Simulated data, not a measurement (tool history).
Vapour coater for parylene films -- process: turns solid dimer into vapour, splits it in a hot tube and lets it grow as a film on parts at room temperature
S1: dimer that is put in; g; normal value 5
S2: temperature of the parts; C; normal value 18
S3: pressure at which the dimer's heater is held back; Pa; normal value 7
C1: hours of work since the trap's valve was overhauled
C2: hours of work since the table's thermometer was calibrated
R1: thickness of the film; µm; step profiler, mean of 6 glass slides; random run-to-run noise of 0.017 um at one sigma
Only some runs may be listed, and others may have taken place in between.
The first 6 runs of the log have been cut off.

| run | hour | S1 | S2 | S3 | C1 | C2 | R1 |
|---|---|---|---|---|---|---|---|
|  | 263.1 | trap's valve overhauled |
| 7 | 305.2 | 5 | 18 | 7 | 37 | 331 | 2.18 |
| 8 | 361.2 | 5 | 18 | 7 | 86 | 380 | 2.11 |
| 9 | 429.7 | 5 | 18 | 7 | 146 | 440 | 2.06 |
| 10 | 474.2 | 5 | 18 | 3.9 | 185 | 479 | 2.1 |
| 11 | 526.5 | 5 | 16 | 7 | 231 | 524 | 2.04 |
| 12 | 570 | 5 | 16 | 7 | 269 | 563 | 1.98 |
|  | 598.7 | trap's valve overhauled |
| 13 | 607.8 | 5 | 16 | 7 | 8 | 592 | 2.26 |
| 14 | 668.6 | 5 | 18 | 7 | 61 | 645 | 2.13 |
| 15 | 729.9 | 5 | 18 | 11.17 | 115 | 699 | 2.01 |
| 16 | 780.1 | 5 | 18 | 6.43 | 159 | 743 | 2.05 |
| 17 | 833.6 | 5 | 18 | 6.43 | 206 | 790 | 2.03 |
| 18 | 901.7 | 5 | 18 | 6.35 | 265 | 850 | 1.95 |
|  | 933.8 | trap's valve overhauled |
| 19 | 964.2 | 5 | 24 | 6.35 | 27 | 901 | 2.01 |
| 20 | 1015.1 | 5 | 24 | 6.35 | 71 | 945 | 1.97 |
| 21 | 1079 | 5 | 24 | 6.35 | 127 | 1001 | 1.92 |

Predict the results of run 22:
| 22 | 1124 | 5 | 12 | 6.43 | 167 | 1041 | ? |

{"run 22": {"R1": 2.22}}
Were there no unlogged condition in the tool, this run, its random variation unchanged, would have produced R1 2.46 µm.
